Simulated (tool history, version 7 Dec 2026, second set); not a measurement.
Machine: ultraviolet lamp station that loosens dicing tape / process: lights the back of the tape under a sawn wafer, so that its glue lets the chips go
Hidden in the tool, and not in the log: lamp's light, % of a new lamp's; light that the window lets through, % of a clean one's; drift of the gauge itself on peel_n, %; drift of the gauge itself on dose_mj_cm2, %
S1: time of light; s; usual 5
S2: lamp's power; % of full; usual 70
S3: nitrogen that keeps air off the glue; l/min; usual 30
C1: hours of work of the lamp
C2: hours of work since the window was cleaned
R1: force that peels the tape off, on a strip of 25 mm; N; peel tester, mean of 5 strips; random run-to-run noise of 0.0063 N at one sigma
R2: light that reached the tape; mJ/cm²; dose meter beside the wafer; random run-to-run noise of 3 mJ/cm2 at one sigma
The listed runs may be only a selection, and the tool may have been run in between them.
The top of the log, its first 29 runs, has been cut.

run	day	S1	S2	S3	C1	C2	R1	R2
30	32.329	4	63	17	501	129	0.604	330
31	33.446	9	91	30	517	144	0.092	1079
32	34.533	9	91	30	531	159	0.079	1076
33	35.212	7	64	34	541	168	0.095	580
34	36.133	8	63	30	553	181	0.094	650
35	36.800	8	63	30	562	190	0.096	663
36	37.512	8	76	18	572	200	0.086	796
37	38.375	8	76	18	584	211	0.093	790
38	39.192	5	70	55	595	223	0.152	452
39	40.342	9	70	18	611	238	0.097	826
40	41.650	9	70	18	628	256	0.090	813
41	42.412	9	70	9	639	266	0.102	817
42	43.083	2	70	30	648	276	1.608	183
43	44.396	5	70	27	666	293	0.199	456

Below are 4 alternative next runs, each starting from the tool's condition after run 43. Predict each:
A	45.021	5	93	16	674	302	?	?
B	45.021	3	80	21	674	302	?	?
C	45.021	6	70	13	674	302	?	?
D	45.021	3	70	27	674	302	?	?

run	R1	R2
A	0.140	603
B	0.629	310
C	0.205	542
D	0.758	274
Had the tool no hidden state, the same runs would have come out as:
run	R1	R2
A	0.139	605
B	0.625	311
C	0.204	544
D	0.753	274

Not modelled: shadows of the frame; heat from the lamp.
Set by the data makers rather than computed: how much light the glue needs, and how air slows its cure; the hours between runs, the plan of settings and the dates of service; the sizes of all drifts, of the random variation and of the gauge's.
